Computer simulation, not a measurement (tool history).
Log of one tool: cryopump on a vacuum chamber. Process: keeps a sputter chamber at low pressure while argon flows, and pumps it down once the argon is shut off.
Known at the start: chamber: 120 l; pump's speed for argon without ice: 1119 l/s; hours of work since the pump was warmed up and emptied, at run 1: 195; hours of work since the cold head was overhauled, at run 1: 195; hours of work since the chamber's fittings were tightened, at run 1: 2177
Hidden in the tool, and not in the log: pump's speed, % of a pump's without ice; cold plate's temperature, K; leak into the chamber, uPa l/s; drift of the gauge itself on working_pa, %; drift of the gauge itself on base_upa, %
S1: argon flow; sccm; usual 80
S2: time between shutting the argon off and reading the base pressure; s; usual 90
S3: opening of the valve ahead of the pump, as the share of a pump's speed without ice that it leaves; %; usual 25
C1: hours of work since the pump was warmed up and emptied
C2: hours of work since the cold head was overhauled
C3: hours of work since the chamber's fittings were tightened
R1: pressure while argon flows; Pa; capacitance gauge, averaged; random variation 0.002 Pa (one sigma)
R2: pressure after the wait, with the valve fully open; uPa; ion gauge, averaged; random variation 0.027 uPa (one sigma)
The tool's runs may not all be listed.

run	hour	S1	S2	S3	C1	C2	C3	R1	R2
1	0	80	90	25	195	195	2177	0.4877	1.83
2	53	89	90	25	218	218	2200	0.5456	1.85
3	161.1	80	90	25	265	265	2247	0.4945	1.88
4	232.6	80	28	25	297	297	2279	0.4937	4
5	294	80	28	25	323	323	2305	0.499	4.04
# hour 376.9: leaking fittings of the chamber tightened, without venting
6	405.4	80	28	25	371	371	12	0.4941	3.42
7	511.9	80	28	25	417	417	59	0.5022	3.5
8	582.4	80	28	25	448	448	89	0.4974	3.48
9	691.6	80	28	25	495	495	137	0.4959	3.5
10	753.8	80	28	25	523	523	164	0.5016	3.62
11	858.5	80	28	25	568	568	210	0.4986	3.53
12	970.8	80	28	25	617	617	259	0.5083	3.53
13	1081.6	60	90	25	665	665	307	0.3773	1.4
14	1133	60	97	21	688	688	329	0.4487	1.29
15	1228.8	75	45	57	729	729	371	0.2226	2.35
16	1280.3	67	182	30	752	752	393	0.3573	0.91
17	1373.2	73	238	25	792	792	434	0.4667	0.79
18	1426.8	32	25	17	815	815	457	0.2953	4
19	1479.4	36	26	25	838	838	480	0.2305	3.83
20	1559.5	80	96	25	873	873	515	0.5165	1.44
21	1647.1	95	83	16	911	911	553	0.9332	1.57
22	1765.6	95	83	16	963	963	605	0.9356	1.6
23	1815.5	35	29	41	985	985	626	0.1453	3.61
24	1866.1	80	79	31	1007	1007	648	0.4272	1.62
25	1926	80	79	31	1033	1033	674	0.4305	1.7
26	1977.8	38	79	31	1055	1055	697	0.2031	1.59

4 ways to go on from here, each from the tool as it stands after run 26. What would each give?
A	2047.2	50	86	17	1086	1086	727	?	?
B	2047.2	112	79	38	1086	1086	727	?	?
C	2047.2	95	90	44	1086	1086	727	?	?
D	2047.2	80	97	15	1086	1086	727	?	?

run	R1	R2
A	0.4705	1.65
B	0.5039	1.72
C	0.3739	1.59
D	0.844	1.52
Without the tool's hidden state the same runs would have given:
run	R1	R2
A	0.4447	1.33
B	0.4461	1.4
C	0.3252	1.28
D	0.803	1.2
